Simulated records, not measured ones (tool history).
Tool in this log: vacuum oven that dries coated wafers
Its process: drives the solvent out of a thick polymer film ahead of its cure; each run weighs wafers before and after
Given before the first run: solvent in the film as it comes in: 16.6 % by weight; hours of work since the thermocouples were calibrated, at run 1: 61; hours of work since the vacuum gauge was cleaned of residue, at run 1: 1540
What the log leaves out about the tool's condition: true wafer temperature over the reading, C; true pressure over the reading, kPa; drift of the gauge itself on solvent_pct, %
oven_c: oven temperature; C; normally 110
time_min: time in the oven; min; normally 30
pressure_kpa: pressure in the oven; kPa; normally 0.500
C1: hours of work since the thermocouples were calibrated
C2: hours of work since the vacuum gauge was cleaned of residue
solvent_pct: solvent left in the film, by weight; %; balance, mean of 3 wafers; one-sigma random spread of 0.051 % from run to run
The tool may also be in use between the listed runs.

run 1 hour=0.0 | oven_c=110 time_min=30 pressure_kpa=0.500 | C1=61 C2=1540 | solvent_pct=1.54
run 2 hour=85.6 | oven_c=110 time_min=33 pressure_kpa=0.500 | C1=118 C2=1597 | solvent_pct=1.23
run 3 hour=166.8 | oven_c=110 time_min=33 pressure_kpa=0.500 | C1=172 C2=1652 | solvent_pct=1.36
run 4 hour=251.8 | oven_c=110 time_min=30 pressure_kpa=0.623 | C1=229 C2=1708 | solvent_pct=1.59
run 5 hour=294.0 | oven_c=123 time_min=30 pressure_kpa=0.500 | C1=257 C2=1737 | solvent_pct=0.62
run 6 hour=362.6 | oven_c=110 time_min=30 pressure_kpa=0.500 | C1=303 C2=1782 | solvent_pct=1.54
run 7 hour=413.9 | oven_c=110 time_min=22 pressure_kpa=0.500 | C1=337 C2=1817 | solvent_pct=2.21
run 8 hour=455.1 | oven_c=110 time_min=22 pressure_kpa=0.500 | C1=365 C2=1844 | solvent_pct=2.33
run 9 hour=506.4 | oven_c=110 time_min=30 pressure_kpa=0.500 | C1=399 C2=1879 | solvent_pct=1.46
run 10 hour=567.7 | oven_c=110 time_min=30 pressure_kpa=0.500 | C1=440 C2=1919 | solvent_pct=1.63
run 11 hour=653.0 | oven_c=110 time_min=30 pressure_kpa=0.500 | C1=497 C2=1976 | solvent_pct=1.59
run 12 hour=741.8 | oven_c=110 time_min=30 pressure_kpa=0.500 | C1=556 C2=2036 | solvent_pct=1.60
run 13 hour=800.9 | oven_c=110 time_min=30 pressure_kpa=0.500 | C1=596 C2=2075 | solvent_pct=1.62
run 14 hour=872.0 | oven_c=100 time_min=30 pressure_kpa=0.500 | C1=643 C2=2123 | solvent_pct=4.00
run 15 hour=908.3 | oven_c=100 time_min=30 pressure_kpa=0.500 | C1=667 C2=2147 | solvent_pct=3.90
run 16 hour=965.2 | oven_c=98 time_min=30 pressure_kpa=0.500 | C1=705 C2=2185 | solvent_pct=4.50
run 17 hour=1024.2 | oven_c=98 time_min=30 pressure_kpa=0.500 | C1=745 C2=2224 | solvent_pct=4.59
run 18 hour=1110.0 | oven_c=123 time_min=30 pressure_kpa=0.500 | C1=802 C2=2282 | solvent_pct=0.65
run 19 hour=1186.4 | oven_c=123 time_min=30 pressure_kpa=0.500 | C1=853 C2=2333 | solvent_pct=0.78
run 20 hour=1248.5 | oven_c=123 time_min=30 pressure_kpa=0.415 | C1=895 C2=2374 | solvent_pct=0.71
run 21 hour=1319.3 | oven_c=110 time_min=42 pressure_kpa=1.800 | C1=942 C2=2421 | solvent_pct=2.25
run 22 hour=1356.6 | oven_c=108 time_min=29 pressure_kpa=0.550 | C1=967 C2=2446 | solvent_pct=2.12
run 23 hour=1392.5 | oven_c=108 time_min=29 pressure_kpa=0.550 | C1=991 C2=2470 | solvent_pct=1.98
run 24 hour=1457.6 | oven_c=102 time_min=44 pressure_kpa=0.675 | C1=1034 C2=2514 | solvent_pct=2.34
run 25 hour=1524.2 | oven_c=109 time_min=31 pressure_kpa=0.321 | C1=1079 C2=2558 | solvent_pct=1.68
run 26 hour=1595.0 | oven_c=119 time_min=33 pressure_kpa=0.261 | C1=1126 C2=2606 | solvent_pct=0.78
run 27 hour=1636.1 | oven_c=119 time_min=33 pressure_kpa=0.261 | C1=1154 C2=2633 | solvent_pct=0.74
-- hour=1704.3 oven's thermocouples calibrated
run 28 hour=1721.4 | oven_c=119 time_min=33 pressure_kpa=0.261 | C1=11 C2=2689 | solvent_pct=0.90
run 29 hour=1770.9 | oven_c=119 time_min=33 pressure_kpa=0.261 | C1=44 C2=2722 | solvent_pct=0.87
run 30 hour=1811.1 | oven_c=119 time_min=33 pressure_kpa=0.261 | C1=71 C2=2749 | solvent_pct=0.85
run 31 hour=1898.0 | oven_c=119 time_min=33 pressure_kpa=0.261 | C1=129 C2=2807 | solvent_pct=0.84
run 32 hour=1955.8 | oven_c=119 time_min=28 pressure_kpa=0.395 | C1=168 C2=2845 | solvent_pct=1.01
run 33 hour=2030.4 | oven_c=111 time_min=28 pressure_kpa=0.450 | C1=218 C2=2895 | solvent_pct=2.00
run 34 hour=2069.4 | oven_c=112 time_min=30 pressure_kpa=0.598 | C1=244 C2=2921 | solvent_pct=1.60
run 35 hour=2139.9 | oven_c=99 time_min=29 pressure_kpa=0.598 | C1=291 C2=2968 | solvent_pct=4.94
run 36 hour=2220.7 | oven_c=123 time_min=22 pressure_kpa=1.583 | C1=345 C2=3022 | solvent_pct=1.52
run 37 hour=2297.0 | oven_c=101 time_min=36 pressure_kpa=0.685 | C1=396 C2=3073 | solvent_pct=3.66
run 38 hour=2333.9 | oven_c=101 time_min=36 pressure_kpa=0.685 | C1=420 C2=3098 | solvent_pct=3.53

Forecast each of these 4 alternatives for the next run:
run A hour=2421.8 | oven_c=103 time_min=47 pressure_kpa=0.600 | C1=479 C2=3156 | solvent_pct=?
run B hour=2421.8 | oven_c=98 time_min=30 pressure_kpa=0.500 | C1=479 C2=3156 | solvent_pct=?
run C hour=2421.8 | oven_c=109 time_min=30 pressure_kpa=1.677 | C1=479 C2=3156 | solvent_pct=?
run D hour=2421.8 | oven_c=116 time_min=30 pressure_kpa=1.442 | C1=479 C2=3156 | solvent_pct=?

run=A solvent_pct=2.45
run=B solvent_pct=5.13
run=C solvent_pct=3.12
run=D solvent_pct=1.98
Stripped of hidden state, with their random variation kept, the same runs would have yielded:
run=A solvent_pct=1.36
run=B solvent_pct=4.12
run=C solvent_pct=2.26
run=D solvent_pct=1.26
